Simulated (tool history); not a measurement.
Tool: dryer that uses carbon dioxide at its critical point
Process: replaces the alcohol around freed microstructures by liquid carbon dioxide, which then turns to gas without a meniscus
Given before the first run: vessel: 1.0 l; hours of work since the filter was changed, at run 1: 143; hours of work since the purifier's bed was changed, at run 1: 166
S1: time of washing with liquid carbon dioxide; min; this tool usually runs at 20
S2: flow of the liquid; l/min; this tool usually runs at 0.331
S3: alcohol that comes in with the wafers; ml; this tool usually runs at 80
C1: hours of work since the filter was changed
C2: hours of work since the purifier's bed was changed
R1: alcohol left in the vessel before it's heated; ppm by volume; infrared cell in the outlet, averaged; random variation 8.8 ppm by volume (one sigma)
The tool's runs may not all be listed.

run,hour,S1,S2,S3,C1,C2,R1
1,0.0,20,0.331,80,143,166,891
2,8.1,20,0.331,80,148,171,964
3,17.2,20,0.331,80,154,176,948
4,23.7,20,0.331,80,158,180,979
# hour 30.6: inlet filter changed
5,32.5,20,0.331,80,1,185,548
6,40.0,20,0.331,80,6,190,548
7,49.8,20,0.331,80,12,196,549
8,58.0,20,0.331,80,17,201,557
9,66.6,20,0.331,80,22,206,594
10,74.0,20,0.331,80,27,211,595
11,84.2,20,0.331,80,33,217,615
12,91.6,20,0.331,80,37,221,616
13,96.7,20,0.331,80,41,225,626
14,102.3,20,0.331,80,44,228,669
15,109.2,20,0.331,80,48,232,652
16,117.1,20,0.331,80,53,237,643
17,122.2,20,0.331,80,56,240,689
18,128.4,20,0.331,80,60,244,702
19,132.5,20,0.421,80,63,247,229
20,137.9,20,0.421,80,66,250,245
21,145.9,20,0.421,80,71,255,238

Run 22 comes next. What will it give?
22,152.1,20,0.466,76,75,259,?

R1: 162 ppm by volume
With the hidden condition absent and the run-to-run variation left alone, this run would have shown R1 71 ppm by volume.
